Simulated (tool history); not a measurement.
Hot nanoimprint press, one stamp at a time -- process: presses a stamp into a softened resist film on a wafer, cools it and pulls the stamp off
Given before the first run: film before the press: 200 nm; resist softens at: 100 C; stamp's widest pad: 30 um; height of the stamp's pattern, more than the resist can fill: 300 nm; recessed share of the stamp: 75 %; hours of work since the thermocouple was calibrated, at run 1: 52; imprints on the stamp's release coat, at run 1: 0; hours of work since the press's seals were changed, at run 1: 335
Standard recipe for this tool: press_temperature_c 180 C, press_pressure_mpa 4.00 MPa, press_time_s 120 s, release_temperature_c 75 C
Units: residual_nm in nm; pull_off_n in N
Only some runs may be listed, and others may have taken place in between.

run,hour,press_temperature_c,press_pressure_mpa,press_time_s,release_temperature_c,hours of work since the thermocouple was calibrated,imprints on the stamp's release coat,hours of work since the press's seals were changed,residual_nm,pull_off_n
1,0.0,180,4.00,120,75,52,0,335,103.25,135
2,14.3,184,4.00,120,75,63,45,346,87.41,139
3,24.5,180,4.00,120,75,71,78,354,103.46,137
4,40.7,180,4.00,120,76,83,129,366,103.53,133
5,49.3,180,4.00,150,76,90,156,373,95.58,137
6,57.3,180,4.00,120,76,96,182,379,103.73,137
7,74.6,180,4.00,120,75,110,237,392,103.66,143
8,85.7,182,4.00,120,75,118,272,401,95.43,145
9,100.9,180,4.00,120,75,130,320,413,103.90,148
10,116.3,180,4.00,120,75,142,369,425,103.97,148
11,130.0,180,2.92,120,75,153,413,435,116.47,148
12,142.8,180,2.92,120,75,162,454,445,116.61,153
13,159.6,180,2.92,120,75,175,507,458,116.85,155
14,168.6,180,4.00,120,75,182,536,465,104.32,155
15,182.8,180,4.00,84,75,193,581,476,117.92,161
16,192.6,180,3.81,147,75,201,612,484,98.89,158
17,209.7,169,3.45,65,74,214,667,497,173.61,161
18,221.2,173,3.45,65,67,223,703,506,160.87,192
19,235.5,180,4.00,126,76,234,748,517,102.92,158
20,248.8,170,4.00,110,78,244,791,527,152.06,153
21,260.5,190,3.67,120,79,254,828,536,70.61,149
22,275.5,190,3.67,120,79,265,876,548,70.93,153
23,291.1,190,3.67,210,79,277,925,560,55.40,153
24,298.9,189,4.00,120,67,283,950,566,71.28,204
# hour 311.9: plate thermocouple calibrated
25,318.5,180,5.71,68,75,5,1003,579,110.48,169
26,328.1,168,4.00,120,75,12,1033,586,155.52,174
# hour 347.9: press's hydraulic seals changed and the load cell set to zero
27,347.9,180,2.59,89,75,22,1071,0,131.03,175
28,356.6,191,2.59,64,71,28,1098,7,99.39,185
29,368.1,191,2.59,64,71,37,1135,16,99.51,192
30,384.1,191,2.59,64,71,50,1186,28,99.62,192

For some of the steps in residual_nm from one run to the next: how much would appear even if the tool had no hidden state, given the settings, what came in and random variation, and how much remains for the hidden state plus any gauge scatter that the measured result and the result without hidden state don't share?
What the log doesn't record here: true temperature over the reading, C; pressure that arrives at the usual setting, %; grip of the stamp's worn release coat, % over a new coat's; drift of the gauge itself on residual_nm, %; drift of the gauge itself on pull_off_n, %.
Run 16 -> 17: press_temperature_c 180 -> 169, press_pressure_mpa 3.81 -> 3.45, press_time_s 147 -> 65, release_temperature_c 75 -> 74. residual_nm +74.72 nm: hidden state -0.34, all else +75.06.
Run 18 -> 19: press_temperature_c 173 -> 180, press_pressure_mpa 3.45 -> 4.00, press_time_s 65 -> 126, release_temperature_c 67 -> 76. residual_nm -57.95 nm: hidden state +0.35, all else -58.30.
Run 20 -> 21: press_temperature_c 170 -> 190, press_pressure_mpa 4.00 -> 3.67, press_time_s 110 -> 120, release_temperature_c 78 -> 79. residual_nm -81.45 nm: hidden state -0.29, all else -81.16.
Run 24 -> 25: press_temperature_c 189 -> 180, press_pressure_mpa 4.00 -> 5.71, press_time_s 120 -> 68, release_temperature_c 67 -> 75, plate thermocouple calibrated. residual_nm +39.20 nm: hidden state -1.54, all else +40.74.
